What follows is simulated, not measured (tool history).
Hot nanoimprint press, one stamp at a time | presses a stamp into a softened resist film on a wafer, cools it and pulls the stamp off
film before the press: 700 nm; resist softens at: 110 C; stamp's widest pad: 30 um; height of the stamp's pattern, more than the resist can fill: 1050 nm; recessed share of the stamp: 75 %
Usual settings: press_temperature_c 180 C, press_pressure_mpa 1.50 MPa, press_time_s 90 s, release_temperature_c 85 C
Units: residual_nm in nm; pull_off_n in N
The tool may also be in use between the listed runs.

| run | hour | press_temperature_c | press_pressure_mpa | press_time_s | release_temperature_c | residual_nm | pull_off_n |
|---|---|---|---|---|---|---|---|
| 1 | 0.0 | 180 | 1.50 | 90 | 85 | 311.1 | 211 |
| 2 | 52.4 | 180 | 1.50 | 90 | 85 | 312.1 | 216 |
| 3 | 120.4 | 180 | 1.50 | 179 | 85 | 239.3 | 215 |
| 4 | 168.6 | 180 | 1.50 | 179 | 85 | 238.1 | 215 |
| 5 | 221.8 | 180 | 1.50 | 179 | 85 | 243.7 | 220 |
|  | 249.4 | plate thermocouple calibrated |
| 6 | 270.4 | 180 | 1.50 | 179 | 85 | 220.8 | 218 |
| 7 | 343.9 | 180 | 1.36 | 90 | 85 | 313.0 | 217 |
| 8 | 405.5 | 180 | 1.36 | 90 | 85 | 312.7 | 230 |
| 9 | 452.8 | 180 | 1.50 | 90 | 86 | 302.7 | 225 |
| 10 | 488.1 | 180 | 1.50 | 90 | 85 | 305.6 | 231 |
| 11 | 519.6 | 180 | 1.50 | 90 | 86 | 306.0 | 228 |
| 12 | 567.5 | 180 | 1.50 | 90 | 86 | 307.7 | 236 |
| 13 | 607.9 | 180 | 1.76 | 80 | 86 | 303.4 | 230 |
|  | 660.8 | stamp cleaned and given a new release coat |
| 14 | 660.8 | 180 | 1.76 | 80 | 86 | 311.6 | 196 |
| 15 | 705.9 | 181 | 2.02 | 159 | 89 | 204.7 | 188 |
| 16 | 756.6 | 181 | 2.02 | 159 | 89 | 204.1 | 192 |
| 17 | 814.5 | 181 | 2.02 | 159 | 89 | 207.6 | 187 |
| 18 | 866.3 | 181 | 2.02 | 45 | 81 | 353.8 | 214 |
| 19 | 917.4 | 174 | 2.02 | 45 | 93 | 471.8 | 185 |
| 20 | 972.5 | 174 | 2.02 | 45 | 93 | 476.5 | 192 |
| 21 | 1023.1 | 174 | 2.02 | 45 | 93 | 479.6 | 190 |
| 22 | 1064.0 | 190 | 1.50 | 90 | 73 | 197.3 | 253 |
| 23 | 1114.3 | 180 | 1.50 | 90 | 86 | 319.0 | 225 |

The same runs without the tool's hidden state, with the same run-to-run variation:
The hidden state here: true temperature over the reading, C; pressure that arrives at the usual setting, %; grip of the stamp's worn release coat, % over a new coat's; drift of the gauge itself on residual_nm, %; drift of the gauge itself on pull_off_n, %.
| run | residual_nm | pull_off_n |
|---|---|---|
| 1 | 289.9 | 194 |
| 2 | 289.3 | 195 |
| 3 | 218.4 | 191 |
| 4 | 216.2 | 189 |
| 5 | 219.9 | 190 |
| 6 | 216.5 | 191 |
| 7 | 305.5 | 187 |
| 8 | 303.2 | 195 |
| 9 | 291.8 | 188 |
| 10 | 293.7 | 191 |
| 11 | 293.1 | 188 |
| 12 | 293.1 | 192 |
| 13 | 287.1 | 185 |
| 14 | 293.3 | 193 |
| 15 | 189.8 | 183 |
| 16 | 188.0 | 184 |
| 17 | 189.8 | 177 |
| 18 | 326.6 | 200 |
| 19 | 440.6 | 170 |
| 20 | 443.2 | 174 |
| 21 | 444.1 | 169 |
| 22 | 178.1 | 225 |
| 23 | 287.4 | 197 |
